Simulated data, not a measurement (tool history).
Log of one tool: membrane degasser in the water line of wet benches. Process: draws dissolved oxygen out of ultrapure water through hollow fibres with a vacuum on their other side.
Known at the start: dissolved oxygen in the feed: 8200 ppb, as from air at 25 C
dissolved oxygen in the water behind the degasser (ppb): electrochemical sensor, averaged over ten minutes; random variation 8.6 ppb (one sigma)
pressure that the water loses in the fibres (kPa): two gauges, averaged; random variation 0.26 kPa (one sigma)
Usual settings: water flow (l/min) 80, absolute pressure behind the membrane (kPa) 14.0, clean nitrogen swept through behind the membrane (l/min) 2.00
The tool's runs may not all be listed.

run     day  water flow (l/min)  absolute pressure behind the membrane (kPa)  clean nitrogen swept through behind the membrane (l/min)  dissolved oxygen in the water behind the degasser (ppb)  pressure that the water loses in the fibres (kPa)
  1   0.000                  80                                         14.0                                                      2.00                                                    863.8                                              69.47
  2   1.133                  80                                         14.0                                                      2.00                                                    862.2                                              69.39
  3   2.546                  80                                         14.0                                                      2.00                                                    850.8                                              69.31
  4   4.108                  80                                         14.0                                                      2.00                                                    845.2                                              69.14
  5   6.358                  80                                         14.0                                                      2.00                                                    872.7                                              69.17
      8.704  -- vacuum gauge calibrated
  6   8.821                  80                                         14.0                                                      2.00                                                    880.0                                              69.01
  7  10.392                  80                                         14.0                                                      2.00                                                    870.1                                              68.87
  8  11.496                  80                                         14.0                                                      2.00                                                    855.1                                              68.95
  9  12.625                  80                                         14.0                                                      2.00                                                    846.0                                              69.19
 10  14.542                  64                                         14.0                                                      2.00                                                    714.4                                              55.00
 11  16.196                  80                                         14.0                                                      2.00                                                    867.2                                              68.48
 12  17.254                  80                                         14.0                                                      2.00                                                    874.0                                              69.05
 13  19.633                  80                                         14.0                                                      2.00                                                    867.3                                              68.27
 14  20.921                  80                                         14.0                                                      2.00                                                    857.8                                              68.17
 15  22.592                  80                                         14.0                                                      2.00                                                    850.2                                              68.69
 16  24.946                  80                                         14.0                                                      2.00                                                    857.7                                              68.09
 17  26.858                  80                                         14.0                                                      2.00                                                    854.0                                              68.00
 18  28.775                  80                                         14.0                                                      2.72                                                    692.1                                              67.97
 19  31.292                  66                                         34.9                                                      2.00                                                   1794.5                                              55.85
 20  33.338                  91                                         10.2                                                      1.51                                                    818.9                                              77.21
     34.817  -- gauge calibrated
 21  35.654                  50                                         12.4                                                      2.36                                                    426.5                                              43.05
 22  37.167                  85                                         19.6                                                      1.83                                                   1346.6                                              73.61
 23  39.292                 109                                         11.6                                                      5.32                                                    507.7                                              93.86
 24  41.017                 113                                         11.6                                                      4.16                                                    628.6                                              97.93
 25  42.279                 113                                         11.6                                                      4.16                                                    610.3                                              98.05
 26  44.717                  82                                         28.7                                                      2.00                                                   1763.4                                              70.74
 27  46.071                 119                                         10.5                                                      2.19                                                    848.2                                             102.19
 28  48.062                  84                                         27.2                                                      2.00                                                   1707.5                                              72.20
 29  49.579                 103                                         14.0                                                      2.00                                                   1062.5                                              88.18
 30  51.675                 103                                         14.0                                                      2.00                                                   1062.6                                              88.73
 31  52.958                  52                                         25.1                                                      1.84                                                   1185.7                                              44.81

Forecast each of these 3 alternatives for the next run:
  A  54.088                  52                                         25.1                                                      2.96                                                        ?                                                  ?
  B  54.088                  96                                         21.2                                                      1.88                                                        ?                                                  ?
  C  54.088                 120                                         14.0                                                      4.47                                                        ?                                                  ?

run  dissolved oxygen in the water behind the degasser (ppb)  pressure that the water loses in the fibres (kPa)
  A                                                    812.3                                              44.59
  B                                                   1584.6                                              81.79
  C                                                    753.1                                             103.03
Without the tool's hidden state the same runs would have given:
run  dissolved oxygen in the water behind the degasser (ppb)  pressure that the water loses in the fibres (kPa)
  A                                                    812.1                                              45.08
  B                                                   1584.2                                              82.70
  C                                                    752.7                                             104.18
